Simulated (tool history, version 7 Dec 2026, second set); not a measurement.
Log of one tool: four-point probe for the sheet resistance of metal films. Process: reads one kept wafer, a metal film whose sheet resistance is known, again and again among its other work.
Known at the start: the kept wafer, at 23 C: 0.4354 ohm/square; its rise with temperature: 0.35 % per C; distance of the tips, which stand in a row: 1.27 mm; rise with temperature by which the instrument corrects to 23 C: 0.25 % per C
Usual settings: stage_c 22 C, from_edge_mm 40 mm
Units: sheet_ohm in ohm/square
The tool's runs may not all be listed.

run   hour  stage_c  from_edge_mm  sheet_ohm
  1      0       22            40   0.437154
  2   47.2       22            40   0.437051
  3  141.4       22            40   0.437289
  4  216.5       22            40   0.437238
  5    294       22            40   0.437236
  6  370.5       22            15   0.438812
     379.8  -- stage's thermometer calibrated
  7  437.4       22            15   0.438832
  8  492.1       22            15   0.439002
  9  537.9       29            12   0.442826
 10    605       29            38   0.440536
 11  672.7       18            19   0.436722

Forecast each of these 4 alternatives for the next run:
  A  742.1       23            23          ?
  B  742.1       26            19          ?
  C  742.1       21            55          ?
  D  742.1       23            10          ?

run  sheet_ohm
  A   0.438516
  B   0.440345
  C   0.437353
  D    0.44172
Without the tool's hidden state the same runs would have given:
run  sheet_ohm
  A   0.436041
  B   0.437858
  C   0.434885
  D   0.439228
